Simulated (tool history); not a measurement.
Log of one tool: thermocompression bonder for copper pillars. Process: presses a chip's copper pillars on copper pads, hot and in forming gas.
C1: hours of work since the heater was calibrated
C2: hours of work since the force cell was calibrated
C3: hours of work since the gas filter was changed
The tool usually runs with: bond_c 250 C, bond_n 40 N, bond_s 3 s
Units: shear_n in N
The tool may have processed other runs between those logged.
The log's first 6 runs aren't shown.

run 7 hour=118.2 | bond_c=222 bond_n=40 bond_s=3 | C1=581 C2=335 C3=45 | shear_n=35.0
run 8 hour=139.4 | bond_c=250 bond_n=40 bond_s=3 | C1=596 C2=351 C3=61 | shear_n=47.7
run 9 hour=152.4 | bond_c=250 bond_n=40 bond_s=3 | C1=606 C2=361 C3=70 | shear_n=46.0
run 10 hour=169.0 | bond_c=250 bond_n=40 bond_s=3 | C1=618 C2=373 C3=82 | shear_n=46.6
run 11 hour=192.9 | bond_c=272 bond_n=40 bond_s=3 | C1=636 C2=391 C3=100 | shear_n=56.4
run 12 hour=215.9 | bond_c=250 bond_n=40 bond_s=3 | C1=653 C2=408 C3=117 | shear_n=45.2
run 13 hour=234.7 | bond_c=250 bond_n=40 bond_s=3 | C1=667 C2=422 C3=131 | shear_n=44.4
run 14 hour=258.0 | bond_c=250 bond_n=40 bond_s=3 | C1=684 C2=439 C3=148 | shear_n=44.5
run 15 hour=281.0 | bond_c=241 bond_n=40 bond_s=3 | C1=701 C2=456 C3=165 | shear_n=40.1
run 16 hour=294.0 | bond_c=241 bond_n=40 bond_s=3 | C1=711 C2=466 C3=175 | shear_n=39.4
run 17 hour=315.5 | bond_c=241 bond_n=40 bond_s=3 | C1=727 C2=481 C3=191 | shear_n=40.0
run 18 hour=333.0 | bond_c=241 bond_n=40 bond_s=3 | C1=740 C2=494 C3=204 | shear_n=39.2
run 19 hour=355.3 | bond_c=250 bond_n=40 bond_s=3 | C1=756 C2=511 C3=220 | shear_n=42.1
run 20 hour=373.7 | bond_c=235 bond_n=40 bond_s=3 | C1=770 C2=525 C3=234 | shear_n=36.0
run 21 hour=395.5 | bond_c=235 bond_n=40 bond_s=3 | C1=786 C2=541 C3=250 | shear_n=36.2
run 22 hour=406.4 | bond_c=248 bond_n=47 bond_s=2 | C1=794 C2=549 C3=258 | shear_n=41.3

Predict the results of run 23:
run 23 hour=421.7 | bond_c=240 bond_n=47 bond_s=3 | C1=805 C2=560 C3=269 | shear_n=?

For run 23 the tool returned shear_n 44.7 N.
Without the tool's hidden state the same run would have given shear_n 56.6 N.

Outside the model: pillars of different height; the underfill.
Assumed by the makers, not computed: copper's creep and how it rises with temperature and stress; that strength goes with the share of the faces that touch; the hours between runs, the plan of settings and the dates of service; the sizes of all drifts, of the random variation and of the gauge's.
